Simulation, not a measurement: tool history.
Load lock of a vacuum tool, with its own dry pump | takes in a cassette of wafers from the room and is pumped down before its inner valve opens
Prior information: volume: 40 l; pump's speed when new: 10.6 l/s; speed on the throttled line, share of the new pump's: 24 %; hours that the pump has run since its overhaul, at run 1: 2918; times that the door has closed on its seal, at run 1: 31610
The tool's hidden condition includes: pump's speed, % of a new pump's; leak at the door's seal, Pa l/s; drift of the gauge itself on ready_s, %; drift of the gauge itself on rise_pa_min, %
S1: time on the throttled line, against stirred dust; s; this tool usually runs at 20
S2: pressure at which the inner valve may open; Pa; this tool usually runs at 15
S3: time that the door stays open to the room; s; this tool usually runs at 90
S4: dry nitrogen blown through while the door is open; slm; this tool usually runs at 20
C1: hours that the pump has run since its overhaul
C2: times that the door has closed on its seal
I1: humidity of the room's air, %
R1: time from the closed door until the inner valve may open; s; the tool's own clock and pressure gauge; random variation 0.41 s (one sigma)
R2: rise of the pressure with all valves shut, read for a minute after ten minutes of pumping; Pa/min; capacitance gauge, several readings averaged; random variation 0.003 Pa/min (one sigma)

run 1 hour=0 | S1=20 S2=15 S3=90 S4=20 | C1=2918 C2=31610 | I1=42.8 | R1=49.8 R2=0.112
run 2 hour=299.9 | S1=20 S2=15 S3=90 S4=20 | C1=3217 C2=32972 | I1=43.4 | R1=50.2 R2=0.116
run 3 hour=627.1 | S1=20 S2=15 S3=90 S4=20 | C1=3545 C2=34458 | I1=43.5 | R1=50 R2=0.124
run 4 hour=888 | S1=20 S2=15 S3=90 S4=20 | C1=3806 C2=35642 | I1=45.4 | R1=50.2 R2=0.129
run 5 hour=1181.3 | S1=20 S2=15 S3=90 S4=20 | C1=4099 C2=36974 | I1=46 | R1=50.8 R2=0.131
run 6 hour=1390.4 | S1=20 S2=15 S3=90 S4=20 | C1=4308 C2=37923 | I1=45.8 | R1=51 R2=0.138
run 7 hour=1690.6 | S1=20 S2=15 S3=90 S4=20 | C1=4608 C2=39286 | I1=45.4 | R1=50.3 R2=0.146
run 8 hour=1866.5 | S1=20 S2=15 S3=90 S4=20 | C1=4784 C2=40085 | I1=43.9 | R1=49.8 R2=0.142
run 9 hour=2268.8 | S1=20 S2=15 S3=76 S4=20 | C1=5186 C2=41912 | I1=45.2 | R1=50.7 R2=0.151
run 10 hour=2475.9 | S1=30 S2=15 S3=76 S4=20 | C1=5393 C2=42852 | I1=42 | R1=57.9 R2=0.153
run 11 hour=2651.3 | S1=30 S2=15 S3=76 S4=20 | C1=5569 C2=43649 | I1=42.2 | R1=58.5 R2=0.162
run 12 hour=3004.8 | S1=30 S2=15 S3=76 S4=20 | C1=5922 C2=45253 | I1=45.2 | R1=58.6 R2=0.166
run 13 hour=3362.4 | S1=30 S2=15 S3=76 S4=20 | C1=6280 C2=46877 | I1=45.9 | R1=58.4 R2=0.178
run 14 hour=3645.7 | S1=20 S2=15 S3=116 S4=20 | C1=6563 C2=48164 | I1=46.7 | R1=50.9 R2=0.199
run 15 hour=3962.8 | S1=20 S2=15 S3=116 S4=20 | C1=6880 C2=49603 | I1=43.7 | R1=50.9 R2=0.198
run 16 hour=4168.2 | S1=20 S2=15 S3=116 S4=20 | C1=7086 C2=50536 | I1=43.6 | R1=51 R2=0.204
run 17 hour=4579.5 | S1=11 S2=10 S3=55 S4=6 | C1=7497 C2=52403 | I1=48.7 | R1=46.4 R2=0.209
-- hour=4729.8 door's seal changed, seat wiped
run 18 hour=4922 | S1=30 S2=15 S3=90 S4=14 | C1=7838 C2=873 | I1=46.5 | R1=59.5 R2=0.047
run 19 hour=5345.7 | S1=38 S2=14 S3=110 S4=32 | C1=8262 C2=2796 | I1=43.9 | R1=64.6 R2=0.042
run 20 hour=5755.1 | S1=38 S2=14 S3=110 S4=32 | C1=8671 C2=4655 | I1=42.1 | R1=65.5 R2=0.037
run 21 hour=6008.5 | S1=13 S2=14 S3=110 S4=7 | C1=8925 C2=5806 | I1=42.7 | R1=47.4 R2=0.057
run 22 hour=6348.8 | S1=20 S2=15 S3=208 S4=20 | C1=9265 C2=7351 | I1=46.4 | R1=51.8 R2=0.08

Each row is a separate what-if for the run after 22, all from the same tool condition, not one after another. Results?
run A hour=6635 | S1=20 S2=27 S3=90 S4=14 | C1=9551 C2=8651 | I1=45.8 | R1=? R2=?
run B hour=6635 | S1=20 S2=17 S3=175 S4=22 | C1=9551 C2=8651 | I1=46.9 | R1=? R2=?
run C hour=6635 | S1=20 S2=15 S3=69 S4=20 | C1=9551 C2=8651 | I1=45.8 | R1=? R2=?
run D hour=6635 | S1=13 S2=25 S3=90 S4=20 | C1=9551 C2=8651 | I1=42.6 | R1=? R2=?

run=A R1=48.7 R2=0.059
run=B R1=51.2 R2=0.068
run=C R1=50.9 R2=0.044
run=D R1=44.6 R2=0.048
With the hidden condition removed and each run's random variation left untouched, the same runs would have given:
run=A R1=46 R2=0.047
run=B R1=48.2 R2=0.056
run=C R1=47.9 R2=0.032
run=D R1=41.6 R2=0.036

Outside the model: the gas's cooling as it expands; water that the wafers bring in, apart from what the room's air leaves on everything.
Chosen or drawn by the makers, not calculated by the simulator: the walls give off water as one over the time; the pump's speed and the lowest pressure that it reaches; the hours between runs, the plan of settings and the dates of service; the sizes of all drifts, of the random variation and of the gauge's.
